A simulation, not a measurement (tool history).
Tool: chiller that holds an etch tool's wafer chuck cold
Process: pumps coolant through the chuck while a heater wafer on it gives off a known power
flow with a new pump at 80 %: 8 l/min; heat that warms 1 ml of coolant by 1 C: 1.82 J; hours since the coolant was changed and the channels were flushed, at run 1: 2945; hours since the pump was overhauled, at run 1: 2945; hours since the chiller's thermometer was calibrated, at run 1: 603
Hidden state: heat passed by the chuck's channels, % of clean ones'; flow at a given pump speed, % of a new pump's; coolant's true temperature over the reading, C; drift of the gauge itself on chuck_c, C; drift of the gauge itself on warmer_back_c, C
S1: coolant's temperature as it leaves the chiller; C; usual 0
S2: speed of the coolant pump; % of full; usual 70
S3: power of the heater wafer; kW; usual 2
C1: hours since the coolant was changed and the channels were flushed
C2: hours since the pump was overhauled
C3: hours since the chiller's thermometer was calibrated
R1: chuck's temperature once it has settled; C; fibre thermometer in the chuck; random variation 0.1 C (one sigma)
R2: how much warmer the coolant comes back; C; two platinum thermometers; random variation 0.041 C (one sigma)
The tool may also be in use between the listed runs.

run 1 hour=0 | S1=0 S2=70 S3=2 | C1=2945 C2=2945 C3=603 | R1=15.6 R2=9.32
run 2 hour=84.4 | S1=0 S2=88 S3=2 | C1=3029 C2=3029 C3=687 | R1=13.5 R2=7.51
run 3 hour=132.2 | S1=0 S2=88 S3=2 | C1=3077 C2=3077 C3=735 | R1=13.4 R2=7.46
run 4 hour=180 | S1=0 S2=88 S3=2 | C1=3125 C2=3125 C3=783 | R1=13.4 R2=7.44
run 5 hour=241.2 | S1=0 S2=88 S3=2 | C1=3186 C2=3186 C3=844 | R1=13.1 R2=7.48
run 6 hour=312.6 | S1=9 S2=70 S3=2 | C1=3258 C2=3258 C3=915 | R1=24.6 R2=9.31
run 7 hour=401.6 | S1=9 S2=70 S3=2 | C1=3347 C2=3347 C3=1004 | R1=24.3 R2=9.33
run 8 hour=471.8 | S1=9 S2=70 S3=2 | C1=3417 C2=3417 C3=1074 | R1=24.6 R2=9.31
run 9 hour=515.5 | S1=9 S2=70 S3=2 | C1=3460 C2=3460 C3=1118 | R1=24.4 R2=9.34
run 10 hour=594.2 | S1=9 S2=70 S3=2 | C1=3539 C2=3539 C3=1197 | R1=24.6 R2=9.26
run 11 hour=677.2 | S1=9 S2=70 S3=2 | C1=3622 C2=3622 C3=1280 | R1=24.5 R2=9.23
run 12 hour=751.7 | S1=9 S2=70 S3=2 | C1=3697 C2=3697 C3=1354 | R1=24.5 R2=9.27
run 13 hour=840.8 | S1=0 S2=70 S3=2 | C1=3786 C2=3786 C3=1443 | R1=15.4 R2=9.27
run 14 hour=921.2 | S1=0 S2=70 S3=1.248 | C1=3866 C2=3866 C3=1524 | R1=9.7 R2=5.67
run 15 hour=976.8 | S1=0 S2=70 S3=1.248 | C1=3922 C2=3922 C3=1579 | R1=9.6 R2=5.66
run 16 hour=1047.1 | S1=0 S2=70 S3=2 | C1=3992 C2=3992 C3=1650 | R1=15.6 R2=9.11

Forecast run 17:
run 17 hour=1093.7 | S1=-7 S2=83 S3=1.957 | C1=4039 C2=4039 C3=1696 | R1=? R2=?

R1: 6.5 C
R2: 7.51 C
Without the tool's hidden state the same run would have given R1 6.5 C, R2 7.74 C.
